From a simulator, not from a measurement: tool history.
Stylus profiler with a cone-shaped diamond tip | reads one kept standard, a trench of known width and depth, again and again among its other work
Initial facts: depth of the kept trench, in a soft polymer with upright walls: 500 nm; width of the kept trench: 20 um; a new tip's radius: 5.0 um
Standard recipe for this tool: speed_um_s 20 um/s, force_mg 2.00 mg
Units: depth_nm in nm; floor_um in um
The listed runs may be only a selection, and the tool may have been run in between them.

| run | hour | speed_um_s | force_mg | depth_nm | floor_um |
|---|---|---|---|---|---|
| 1 | 0.0 | 20 | 2.00 | 502.31 | 15.53 |
| 2 | 39.7 | 20 | 2.00 | 502.11 | 15.52 |
| 3 | 63.3 | 20 | 2.00 | 502.35 | 15.52 |
| 4 | 84.0 | 20 | 2.00 | 502.44 | 15.53 |
| 5 | 114.1 | 20 | 2.00 | 502.32 | 15.51 |
| 6 | 147.3 | 20 | 2.00 | 502.41 | 15.50 |
| 7 | 176.2 | 20 | 2.00 | 502.31 | 15.53 |
| 8 | 206.5 | 65 | 2.00 | 502.28 | 15.22 |
| 9 | 243.2 | 65 | 2.00 | 502.51 | 15.24 |
| 10 | 265.7 | 65 | 2.00 | 502.52 | 15.25 |
| 11 | 288.7 | 15 | 2.00 | 502.28 | 15.58 |
| 12 | 321.3 | 19 | 2.00 | 502.21 | 15.54 |
| 13 | 344.6 | 19 | 2.00 | 502.26 | 15.54 |
| 14 | 376.0 | 66 | 3.98 | 503.36 | 15.31 |
| 15 | 399.9 | 10 | 3.69 | 503.49 | 15.59 |
| 16 | 438.1 | 10 | 3.69 | 503.51 | 15.57 |
| 17 | 472.0 | 6 | 5.49 | 504.68 | 15.61 |
| 18 | 508.1 | 6 | 5.49 | 504.72 | 15.63 |
| 19 | 547.2 | 32 | 5.02 | 504.31 | 15.49 |
| 20 | 573.3 | 13 | 2.00 | 502.36 | 15.49 |
| 21 | 609.2 | 13 | 2.00 | 502.37 | 15.52 |

Alternative continuations, all from the tool just after run 21; predict every row:
| A | 641.5 | 43 | 1.34 | ? | ? |
| B | 641.5 | 23 | 1.84 | ? | ? |
| C | 641.5 | 7 | 2.00 | ? | ? |
| D | 641.5 | 13 | 4.83 | ? | ? |

| run | depth_nm | floor_um |
|---|---|---|
| A | 501.92 | 15.34 |
| B | 502.27 | 15.56 |
| C | 502.36 | 15.56 |
| D | 504.17 | 15.58 |
What these runs would have given with no unlogged condition in the tool:
| run | depth_nm | floor_um |
|---|---|---|
| A | 501.93 | 15.37 |
| B | 502.27 | 15.59 |
| C | 502.37 | 15.58 |
| D | 504.18 | 15.60 |
